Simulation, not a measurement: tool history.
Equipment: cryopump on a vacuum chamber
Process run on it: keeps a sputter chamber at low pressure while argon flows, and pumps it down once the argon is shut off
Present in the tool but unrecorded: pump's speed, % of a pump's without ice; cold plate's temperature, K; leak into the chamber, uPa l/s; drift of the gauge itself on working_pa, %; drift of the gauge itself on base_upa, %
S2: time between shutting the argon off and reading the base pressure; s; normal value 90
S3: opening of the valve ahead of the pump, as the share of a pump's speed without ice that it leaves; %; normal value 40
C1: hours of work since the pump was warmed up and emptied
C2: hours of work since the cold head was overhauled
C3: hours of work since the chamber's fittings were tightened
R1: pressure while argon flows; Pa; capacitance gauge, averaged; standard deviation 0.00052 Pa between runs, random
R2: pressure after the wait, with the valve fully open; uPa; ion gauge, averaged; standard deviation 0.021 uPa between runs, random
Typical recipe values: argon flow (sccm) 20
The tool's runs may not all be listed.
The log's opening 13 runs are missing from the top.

Run 14, hour 620.3: usual settings but argon flow (sccm) 25, S2 77 s, S3 34 %; C1 104; C2 958; C3 977. Result: R1 0.0592 Pa, R2 1.13 uPa.
Run 15, hour 654.6: usual settings but argon flow (sccm) 25, S2 77 s, S3 34 %; C1 128; C2 982; C3 1001. Result: R1 0.0591 Pa, R2 1.18 uPa.
Run 16, hour 710.5: usual settings; C1 168; C2 1022; C3 1041. Result: R1 0.0411 Pa, R2 1.16 uPa.
Run 17, hour 751.8: usual settings; C1 197; C2 1051; C3 1070. Result: R1 0.0406 Pa, R2 1.18 uPa.
Run 18, hour 803.8: usual settings but argon flow (sccm) 33; C1 234; C2 1088; C3 1107. Result: R1 0.0680 Pa, R2 1.17 uPa.
Run 19, hour 859.5: usual settings but S2 111 s, S3 15 %; C1 273; C2 1128; C3 1147. Result: R1 0.1074 Pa, R2 1.19 uPa.
Run 20, hour 898.1: usual settings but S2 111 s, S3 15 %; C1 301; C2 1155; C3 1174. Result: R1 0.1078 Pa, R2 1.26 uPa.
At hour 905.3: leaking fittings of the chamber tightened, without venting.
Run 21, hour 933.1: usual settings but S2 111 s, S3 15 %; C1 324; C2 1179; C3 20. Result: R1 0.1068 Pa, R2 0.34 uPa.
Run 22, hour 982.0: usual settings but argon flow (sccm) 21, S2 28 s; C1 359; C2 1213; C3 54. Result: R1 0.0437 Pa, R2 0.95 uPa.
Run 23, hour 1025.0: usual settings but argon flow (sccm) 21, S2 28 s; C1 389; C2 1244; C3 85. Result: R1 0.0450 Pa, R2 0.91 uPa.
Run 24, hour 1074.3: usual settings but argon flow (sccm) 11, S3 29 %; C1 424; C2 1279; C3 120. Result: R1 0.0316 Pa, R2 0.46 uPa.
Run 25, hour 1116.1: usual settings but argon flow (sccm) 22, S3 20 %; C1 454; C2 1308; C3 150. Result: R1 0.0896 Pa, R2 0.52 uPa.
Run 26, hour 1175.2: usual settings but argon flow (sccm) 22, S2 63 s, S3 57 %; C1 496; C2 1350; C3 192. Result: R1 0.0346 Pa, R2 0.62 uPa.
Run 27, hour 1231.2: usual settings but argon flow (sccm) 39, S2 86 s, S3 19 %; C1 536; C2 1390; C3 231. Result: R1 0.1692 Pa, R2 0.62 uPa.
Run 28, hour 1284.2: usual settings but argon flow (sccm) 39, S2 86 s, S3 19 %; C1 573; C2 1428; C3 269. Result: R1 0.1700 Pa, R2 0.66 uPa.
Run 29, hour 1330.3: usual settings but argon flow (sccm) 39, S2 86 s, S3 19 %; C1 606; C2 1460; C3 302. Result: R1 0.1699 Pa, R2 0.70 uPa.
Run 30, hour 1392.7: usual settings but argon flow (sccm) 39, S2 86 s, S3 19 %; C1 650; C2 1505; C3 346. Result: R1 0.1730 Pa, R2 0.75 uPa.
Run 31, hour 1444.8: usual settings but argon flow (sccm) 39, S2 86 s, S3 19 %; C1 687; C2 1542; C3 383. Result: R1 0.1721 Pa, R2 0.78 uPa.
Run 32, hour 1503.8: usual settings but argon flow (sccm) 15; C1 729; C2 1584; C3 425. Result: R1 0.0335 Pa, R2 0.84 uPa.
Run 33, hour 1556.3: usual settings but argon flow (sccm) 18, S2 78 s, S3 27 %; C1 766; C2 1621; C3 462. Result: R1 0.0581 Pa, R2 0.93 uPa.
Run 34, hour 1618.6: usual settings but argon flow (sccm) 8, S2 25 s, S3 55 %; C1 811; C2 1665; C3 506. Result: R1 0.0143 Pa, R2 1.48 uPa.
Run 35, hour 1657.9: usual settings but argon flow (sccm) 31, S3 16 %; C1 838; C2 1693; C3 534. Result: R1 0.1641 Pa, R2 0.97 uPa.

What if the next run were any one of these 3? Each begins from the tool's condition after run 35:
At hour 1685.9: pump warmed up, emptied and cooled again.
Run A, hour 1706.3: usual settings but argon flow (sccm) 31, S3 41 %; C1 14; C2 1724; C3 565. Result: R1 ?, R2 ?.
At hour 1685.9: pump warmed up, emptied and cooled again.
Run B, hour 1706.3: usual settings but S3 60 %; C1 14; C2 1724; C3 565. Result: R1 ?, R2 ?.
At hour 1685.9: pump warmed up, emptied and cooled again.
Run C, hour 1706.3: usual settings but S2 144 s; C1 14; C2 1724; C3 565. Result: R1 ?, R2 ?.

run      R1    R2
  A  0.0598  0.75
  B  0.0263  0.73
  C  0.0401  0.66
With no hidden state in the tool, these same runs would have given:
run      R1    R2
  A  0.0589  0.36
  B  0.0258  0.34
  C  0.0395  0.27
